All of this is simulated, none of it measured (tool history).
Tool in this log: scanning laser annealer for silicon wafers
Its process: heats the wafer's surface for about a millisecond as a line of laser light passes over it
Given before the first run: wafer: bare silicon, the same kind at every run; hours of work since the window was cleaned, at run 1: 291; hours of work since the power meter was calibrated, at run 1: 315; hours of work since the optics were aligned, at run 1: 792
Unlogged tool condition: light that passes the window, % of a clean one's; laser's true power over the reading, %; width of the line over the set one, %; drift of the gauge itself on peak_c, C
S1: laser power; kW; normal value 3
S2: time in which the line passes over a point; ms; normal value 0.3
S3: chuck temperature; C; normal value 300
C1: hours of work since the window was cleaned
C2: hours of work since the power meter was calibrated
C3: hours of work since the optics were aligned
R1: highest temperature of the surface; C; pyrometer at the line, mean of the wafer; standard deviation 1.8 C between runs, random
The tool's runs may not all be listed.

run 1 hour=0 | S1=3 S2=0.3 S3=300 | C1=291 C2=315 C3=792 | R1=1004
run 2 hour=19.8 | S1=2.941 S2=0.3 S3=300 | C1=300 C2=324 C3=802 | R1=985
run 3 hour=38.5 | S1=2.941 S2=0.3 S3=300 | C1=309 C2=333 C3=810 | R1=983
run 4 hour=51.9 | S1=2.941 S2=0.3 S3=300 | C1=315 C2=339 C3=816 | R1=982
run 5 hour=67.7 | S1=2.941 S2=0.3 S3=300 | C1=322 C2=346 C3=824 | R1=984
run 6 hour=87.6 | S1=2.941 S2=0.3 S3=300 | C1=331 C2=355 C3=833 | R1=986
run 7 hour=103.2 | S1=3 S2=0.3 S3=300 | C1=338 C2=363 C3=840 | R1=1003
run 8 hour=123.6 | S1=3 S2=0.3 S3=300 | C1=348 C2=372 C3=849 | R1=1001
run 9 hour=146.4 | S1=3 S2=0.3 S3=300 | C1=358 C2=382 C3=860 | R1=1000
run 10 hour=159.7 | S1=3 S2=0.3 S3=300 | C1=364 C2=389 C3=866 | R1=1000
run 11 hour=179.2 | S1=3 S2=0.3 S3=300 | C1=373 C2=397 C3=875 | R1=1001
run 12 hour=189.1 | S1=3 S2=0.3 S3=300 | C1=378 C2=402 C3=879 | R1=1002
run 13 hour=203.2 | S1=3 S2=0.3 S3=300 | C1=384 C2=409 C3=886 | R1=1003
run 14 hour=221.2 | S1=3 S2=0.3 S3=300 | C1=393 C2=417 C3=894 | R1=1001
run 15 hour=242.6 | S1=2.674 S2=0.3 S3=300 | C1=403 C2=427 C3=904 | R1=907
run 16 hour=259.8 | S1=2.804 S2=0.3 S3=328 | C1=410 C2=435 C3=912 | R1=970
run 17 hour=277.8 | S1=2.804 S2=0.3 S3=328 | C1=419 C2=443 C3=920 | R1=972
run 18 hour=291.4 | S1=2.804 S2=0.3 S3=328 | C1=425 C2=449 C3=926 | R1=973
run 19 hour=308.2 | S1=2.993 S2=0.223 S3=300 | C1=433 C2=457 C3=934 | R1=913
run 20 hour=325.7 | S1=2.993 S2=0.223 S3=300 | C1=441 C2=465 C3=942 | R1=912
run 21 hour=339.5 | S1=2.993 S2=0.223 S3=300 | C1=447 C2=471 C3=949 | R1=910
run 22 hour=354.2 | S1=2.89 S2=0.223 S3=311 | C1=454 C2=478 C3=955 | R1=897
run 23 hour=368.1 | S1=2.89 S2=0.223 S3=311 | C1=460 C2=484 C3=962 | R1=894
run 24 hour=380.4 | S1=2.996 S2=0.3 S3=280 | C1=466 C2=490 C3=967 | R1=980
run 25 hour=392.4 | S1=3.139 S2=0.232 S3=300 | C1=471 C2=496 C3=973 | R1=960
run 26 hour=404.3 | S1=3.169 S2=0.304 S3=300 | C1=477 C2=501 C3=978 | R1=1058
run 27 hour=416.3 | S1=3.115 S2=0.3 S3=272 | C1=482 C2=507 C3=984 | R1=1004
run 28 hour=426.9 | S1=3.045 S2=0.248 S3=333 | C1=487 C2=511 C3=989 | R1=990
run 29 hour=443.2 | S1=3.045 S2=0.248 S3=333 | C1=495 C2=519 C3=996 | R1=989

Consider 3 possible next runs. They are alternatives, not a sequence: every one starts from the tool as it was left by run 29. What does each give?
run A hour=460.7 | S1=3.045 S2=0.248 S3=324 | C1=503 C2=527 C3=1004 | R1=?
run B hour=460.7 | S1=2.85 S2=0.248 S3=333 | C1=503 C2=527 C3=1004 | R1=?
run C hour=460.7 | S1=2.611 S2=0.269 S3=282 | C1=503 C2=527 C3=1004 | R1=?

run=A R1=980
run=B R1=937
run=C R1=842
Stripped of hidden state, with their random variation kept, the same runs would have yielded:
run=A R1=981
run=B R1=939
run=C R1=843
